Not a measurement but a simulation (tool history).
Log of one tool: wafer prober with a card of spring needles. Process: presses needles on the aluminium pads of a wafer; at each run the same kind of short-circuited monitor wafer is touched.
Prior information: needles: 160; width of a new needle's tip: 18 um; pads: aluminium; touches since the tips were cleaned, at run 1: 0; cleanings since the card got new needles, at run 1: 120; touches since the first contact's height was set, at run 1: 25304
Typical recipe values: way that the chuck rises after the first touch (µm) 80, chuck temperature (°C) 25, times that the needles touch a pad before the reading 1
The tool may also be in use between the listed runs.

run   hour  way that the chuck rises after the first touch (µm)  chuck temperature (°C)  times that the needles touch a pad before the reading  touches since the tips were cleaned  cleanings since the card got new needles  touches since the first contact's height was set  resistance of one needle with its contact and lead (mohm)  way that a needle slides on the pad (µm)
  1    0.0                                                   80                      25                                                      1                                    0                                       120                                             25304                                                        247                                     10.05
       7.5  -- tips cleaned on abrasive film
      15.0  -- tips cleaned on abrasive film
      21.0  -- tips cleaned on abrasive film
      28.5  -- tips cleaned on abrasive film
      34.5  -- tips cleaned on abrasive film
      40.5  -- tips cleaned on abrasive film
  2   42.6                                                   80                      25                                                      1                                  927                                       126                                             43792                                                        304                                      9.98
      47.1  -- tips cleaned on abrasive film
      54.6  -- tips cleaned on abrasive film
      62.1  -- tips cleaned on abrasive film
      69.5  -- tips cleaned on abrasive film
  3   71.1                                                   80                      25                                                      1                                  703                                       130                                             56203                                                        278                                     10.01
      75.7  -- tips cleaned on abrasive film
      81.7  -- tips cleaned on abrasive film
      89.2  -- tips cleaned on abrasive film
      95.2  -- tips cleaned on abrasive film
      96.9  -- height of the first contact set anew
     102.9  -- tips cleaned on abrasive film
     108.9  -- tips cleaned on abrasive film
     115.0  -- tips cleaned on abrasive film
  4  118.9                                                   80                      25                                                      1                                 1736                                       137                                              9541                                                        352                                      9.73
     122.0  -- tips cleaned on abrasive film
     129.4  -- tips cleaned on abrasive film
     136.9  -- tips cleaned on abrasive film
     142.9  -- tips cleaned on abrasive film
     150.4  -- tips cleaned on abrasive film
     156.4  -- tips cleaned on abrasive film
     163.9  -- tips cleaned on abrasive film
     169.9  -- tips cleaned on abrasive film
  5  173.5                                                   82                      25                                                      1                                 1610                                       145                                             33265                                                        351                                     10.02
     176.6  -- tips cleaned on abrasive film
     182.6  -- tips cleaned on abrasive film
     188.6  -- tips cleaned on abrasive film
     196.1  -- tips cleaned on abrasive film
     203.6  -- tips cleaned on abrasive film
     209.6  -- tips cleaned on abrasive film
  6  214.3                                                   80                      25                                                      1                                 2099                                       151                                             50975                                                        377                                      9.57
     215.9  -- tips cleaned on abrasive film
     221.9  -- tips cleaned on abrasive film
     229.4  -- tips cleaned on abrasive film
     235.4  -- tips cleaned on abrasive film
     241.4  -- tips cleaned on abrasive film
     248.9  -- tips cleaned on abrasive film
     252.2  -- height of the first contact set anew
     255.3  -- tips cleaned on abrasive film
  7  255.3                                                   80                      25                                                      1                                    0                                       158                                              1337                                                        242                                     10.16
     262.8  -- tips cleaned on abrasive film
     270.4  -- height of the first contact set anew, once more
     270.5  -- tips cleaned on abrasive film
     278.0  -- tips cleaned on abrasive film
     285.5  -- tips cleaned on abrasive film
     293.0  -- tips cleaned on abrasive film
     300.5  -- tips cleaned on abrasive film
  8  305.4                                                   80                      25                                                      1                                 2160                                       164                                             15167                                                        376                                     10.13
     307.0  -- tips cleaned on abrasive film
     314.4  -- tips cleaned on abrasive film
     321.9  -- tips cleaned on abrasive film
     327.9  -- tips cleaned on abrasive film
     333.9  -- tips cleaned on abrasive film
  9  335.1                                                   80                      65                                                      1                                  514                                       169                                             28039                                                        287                                     10.15
     341.1  -- tips cleaned on abrasive film
     348.6  -- tips cleaned on abrasive film
     356.1  -- tips cleaned on abrasive film
     362.1  -- tips cleaned on abrasive film
     369.6  -- tips cleaned on abrasive film
     377.0  -- tips cleaned on abrasive film
 10  381.9                                                   80                     105                                                      1                                 2139                                       175                                             48389                                                        376                                      9.96
     383.5  -- tips cleaned on abrasive film
     389.5  -- tips cleaned on abrasive film
     397.0  -- tips cleaned on abrasive film
     404.4  -- tips cleaned on abrasive film
     411.9  -- tips cleaned on abrasive film
 11  414.0                                                   80                     105                                                      1                                  908                                       180                                             62305                                                        318                                      9.96
     418.5  -- tips cleaned on abrasive film
     424.5  -- tips cleaned on abrasive film
     424.8  -- height of the first contact set anew
     432.3  -- tips cleaned on abrasive film
     444.3  -- card fitted with new needles
     450.3  -- tips cleaned on abrasive film
     457.8  -- tips cleaned on abrasive film
     465.3  -- tips cleaned on abrasive film
 12  468.8                                                   80                     105                                                      1                                 1545                                         3                                             10651                                                        319                                     10.18
     471.8  -- tips cleaned on abrasive film
     479.3  -- tips cleaned on abrasive film
     485.3  -- tips cleaned on abrasive film
     491.3  -- tips cleaned on abrasive film
     498.8  -- tips cleaned on abrasive film
     506.3  -- tips cleaned on abrasive film
     512.3  -- tips cleaned on abrasive film
 13  512.7                                                   94                     105                                                      1                                  171                                        10                                             29683                                                        260                                     11.84
     518.7  -- tips cleaned on abrasive film
     524.7  -- tips cleaned on abrasive film
     532.2  -- tips cleaned on abrasive film
     539.6  -- tips cleaned on abrasive film
     545.7  -- tips cleaned on abrasive film
     553.1  -- tips cleaned on abrasive film
 14  555.7                                                   94                     105                                                      1                                 1137                                        16                                             48381                                                        285                                     11.77
     560.2  -- tips cleaned on abrasive film
     566.2  -- tips cleaned on abrasive film
     573.7  -- tips cleaned on abrasive film
     579.7  -- tips cleaned on abrasive film
 15  585.3                                                   94                     105                                                      1                                 2471                                        20                                             61258                                                        315                                     11.69
     586.9  -- tips cleaned on abrasive film
     594.4  -- tips cleaned on abrasive film
     599.1  -- height of the first contact set anew
     602.2  -- tips cleaned on abrasive film
     608.2  -- tips cleaned on abrasive film
 16  611.3                                                   73                      35                                                      2                                 1374                                        24                                              5277                                                        289                                      9.29

Describe how what the log doesn't record of the tool's condition differs between the last listed run preceding each entry between runs and the first listed run following it.
After run 1, before run 2: tips cleaned on abrasive film (hour 7.5); tips cleaned on abrasive film (hour 15.0); tips cleaned on abrasive film (hour 21.0); tips cleaned on abrasive film (hour 28.5); tips cleaned on abrasive film (hour 34.5); tips cleaned on abrasive film (hour 40.5)
  debris on the tips, nm: 11.1 -> 40.4; way that the needles fall short of the set height, um: 0.86 -> 1.34; tips' diameter, um: 21.77 -> 21.94
  measured minus no-state result, resistance of one needle with its contact and lead (mohm): +21 -> +71; way that a needle slides on the pad (µm): -0.11 -> -0.17
After run 2, before run 3: tips cleaned on abrasive film (hour 47.1); tips cleaned on abrasive film (hour 54.6); tips cleaned on abrasive film (hour 62.1); tips cleaned on abrasive film (hour 69.5)
  debris on the tips, nm: 40.4 -> 28.8; way that the needles fall short of the set height, um: 1.34 -> 1.71; tips' diameter, um: 21.94 -> 22.07
  measured minus no-state result, resistance of one needle with its contact and lead (mohm): +71 -> +52; way that a needle slides on the pad (µm): -0.17 -> -0.22
After run 3, before run 4: tips cleaned on abrasive film (hour 75.7); tips cleaned on abrasive film (hour 81.7); tips cleaned on abrasive film (hour 89.2); tips cleaned on abrasive film (hour 95.2); height of the first contact set anew (hour 96.9); tips cleaned on abrasive film (hour 102.9); tips cleaned on abrasive film (hour 108.9); tips cleaned on abrasive film (hour 115.0)
  debris on the tips, nm: 28.8 -> 64.2; way that the needles fall short of the set height, um: 1.71 -> 3.41; tips' diameter, um: 22.07 -> 22.3
  measured minus no-state result, resistance of one needle with its contact and lead (mohm): +52 -> +121; way that a needle slides on the pad (µm): -0.22 -> -0.43
After run 4, before run 5: tips cleaned on abrasive film (hour 122.0); tips cleaned on abrasive film (hour 129.4); tips cleaned on abrasive film (hour 136.9); tips cleaned on abrasive film (hour 142.9); tips cleaned on abrasive film (hour 150.4); tips cleaned on abrasive film (hour 156.4); tips cleaned on abrasive film (hour 163.9); tips cleaned on abrasive film (hour 169.9)
  debris on the tips, nm: 64.2 -> 68.4; way that the needles fall short of the set height, um: 3.41 -> 4.08; tips' diameter, um: 22.3 -> 22.54
  measured minus no-state result, resistance of one needle with its contact and lead (mohm): +121 -> +125; way that a needle slides on the pad (µm): -0.43 -> -0.52
After run 5, before run 6: tips cleaned on abrasive film (hour 176.6); tips cleaned on abrasive film (hour 182.6); tips cleaned on abrasive film (hour 188.6); tips cleaned on abrasive film (hour 196.1); tips cleaned on abrasive film (hour 203.6); tips cleaned on abrasive film (hour 209.6)
  debris on the tips, nm: 68.4 -> 80; way that the needles fall short of the set height, um: 4.08 -> 4.64; tips' diameter, um: 22.54 -> 22.73
  measured minus no-state result, resistance of one needle with its contact and lead (mohm): +125 -> +155; way that a needle slides on the pad (µm): -0.52 -> -0.59
After run 6, before run 7: tips cleaned on abrasive film (hour 215.9); tips cleaned on abrasive film (hour 221.9); tips cleaned on abrasive film (hour 229.4); tips cleaned on abrasive film (hour 235.4); tips cleaned on abrasive film (hour 241.4); tips cleaned on abrasive film (hour 248.9); height of the first contact set anew (hour 252.2); tips cleaned on abrasive film (hour 255.3)
  debris on the tips, nm: 80 -> 7.2; way that the needles fall short of the set height, um: 4.64 -> 0.08; tips' diameter, um: 22.73 -> 22.94
  measured minus no-state result, resistance of one needle with its contact and lead (mohm): +155 -> +15; way that a needle slides on the pad (µm): -0.59 -> -0.01
After run 7, before run 8: tips cleaned on abrasive film (hour 262.8); height of the first contact set anew, once more (hour 270.4); tips cleaned on abrasive film (hour 270.5); tips cleaned on abrasive film (hour 278.0); tips cleaned on abrasive film (hour 285.5); tips cleaned on abrasive film (hour 293.0); tips cleaned on abrasive film (hour 300.5)
  debris on the tips, nm: 7.2 -> 80; way that the needles fall short of the set height, um: 0.08 -> 0.43; tips' diameter, um: 22.94 -> 23.11
  measured minus no-state result, resistance of one needle with its contact and lead (mohm): +15 -> +148; way that a needle slides on the pad (µm): -0.01 -> -0.06
After run 8, before run 9: tips cleaned on abrasive film (hour 307.0); tips cleaned on abrasive film (hour 314.4); tips cleaned on abrasive film (hour 321.9); tips cleaned on abrasive film (hour 327.9); tips cleaned on abrasive film (hour 333.9)
  debris on the tips, nm: 80 -> 29.8; way that the needles fall short of the set height, um: 0.43 -> 0.85; tips' diameter, um: 23.11 -> 23.26
  measured minus no-state result, resistance of one needle with its contact and lead (mohm): +148 -> +54; way that a needle slides on the pad (µm): -0.06 -> -0.10
After run 9, before run 10: tips cleaned on abrasive film (hour 341.1); tips cleaned on abrasive film (hour 348.6); tips cleaned on abrasive film (hour 356.1); tips cleaned on abrasive film (hour 362.1); tips cleaned on abrasive film (hour 369.6); tips cleaned on abrasive film (hour 377.0)
  debris on the tips, nm: 29.8 -> 73.1; way that the needles fall short of the set height, um: 0.85 -> 1.35; tips' diameter, um: 23.26 -> 23.44
  measured minus no-state result, resistance of one needle with its contact and lead (mohm): +54 -> +126; way that a needle slides on the pad (µm): -0.10 -> -0.17
After run 10, before run 11: tips cleaned on abrasive film (hour 383.5); tips cleaned on abrasive film (hour 389.5); tips cleaned on abrasive film (hour 397.0); tips cleaned on abrasive film (hour 404.4); tips cleaned on abrasive film (hour 411.9)
  debris on the tips, nm: 73.1 -> 41.9; way that the needles fall short of the set height, um: 1.35 -> 1.78; tips' diameter, um: 23.44 -> 23.58
  measured minus no-state result, resistance of one needle with its contact and lead (mohm): +126 -> +74; way that a needle slides on the pad (µm): -0.17 -> -0.23
After run 11, before run 12: tips cleaned on abrasive film (hour 418.5); tips cleaned on abrasive film (hour 424.5); height of the first contact set anew (hour 424.8); tips cleaned on abrasive film (hour 432.3); card fitted with new needles (hour 444.3); tips cleaned on abrasive film (hour 450.3); tips cleaned on abrasive film (hour 457.8); tips cleaned on abrasive film (hour 465.3)
  debris on the tips, nm: 41.9 -> 64.7; way that the needles fall short of the set height, um: 1.78 -> 0.26; tips' diameter, um: 23.58 -> 18.09
  measured minus no-state result, resistance of one needle with its contact and lead (mohm): +74 -> +70; way that a needle slides on the pad (µm): -0.23 -> -0.03
After run 12, before run 13: tips cleaned on abrasive film (hour 471.8); tips cleaned on abrasive film (hour 479.3); tips cleaned on abrasive film (hour 485.3); tips cleaned on abrasive film (hour 491.3); tips cleaned on abrasive film (hour 498.8); tips cleaned on abrasive film (hour 506.3); tips cleaned on abrasive film (hour 512.3)
  debris on the tips, nm: 64.7 -> 17.4; way that the needles fall short of the set height, um: 0.26 -> 0.88; tips' diameter, um: 18.09 -> 18.31
  measured minus no-state result, resistance of one needle with its contact and lead (mohm): +70 -> +15; way that a needle slides on the pad (µm): -0.03 -> -0.11
After run 13, before run 14: tips cleaned on abrasive film (hour 518.7); tips cleaned on abrasive film (hour 524.7); tips cleaned on abrasive film (hour 532.2); tips cleaned on abrasive film (hour 539.6); tips cleaned on abrasive film (hour 545.7); tips cleaned on abrasive film (hour 553.1)
  debris on the tips, nm: 17.4 -> 43.4; way that the needles fall short of the set height, um: 0.88 -> 1.47; tips' diameter, um: 18.31 -> 18.52
  measured minus no-state result, resistance of one needle with its contact and lead (mohm): +15 -> +39; way that a needle slides on the pad (µm): -0.11 -> -0.19
After run 14, before run 15: tips cleaned on abrasive film (hour 560.2); tips cleaned on abrasive film (hour 566.2); tips cleaned on abrasive film (hour 573.7); tips cleaned on abrasive film (hour 579.7)
  debris on the tips, nm: 43.4 -> 84.5; way that the needles fall short of the set height, um: 1.47 -> 1.86; tips' diameter, um: 18.52 -> 18.65
  measured minus no-state result, resistance of one needle with its contact and lead (mohm): +39 -> +73; way that a needle slides on the pad (µm): -0.19 -> -0.23
After run 15, before run 16: tips cleaned on abrasive film (hour 586.9); tips cleaned on abrasive film (hour 594.4); height of the first contact set anew (hour 599.1); tips cleaned on abrasive film (hour 602.2); tips cleaned on abrasive film (hour 608.2)
  debris on the tips, nm: 84.5 -> 61.6; way that the needles fall short of the set height, um: 1.86 -> 0.2; tips' diameter, um: 18.65 -> 18.77
  measured minus no-state result, resistance of one needle with its contact and lead (mohm): +73 -> +56; way that a needle slides on the pad (µm): -0.23 -> -0.03

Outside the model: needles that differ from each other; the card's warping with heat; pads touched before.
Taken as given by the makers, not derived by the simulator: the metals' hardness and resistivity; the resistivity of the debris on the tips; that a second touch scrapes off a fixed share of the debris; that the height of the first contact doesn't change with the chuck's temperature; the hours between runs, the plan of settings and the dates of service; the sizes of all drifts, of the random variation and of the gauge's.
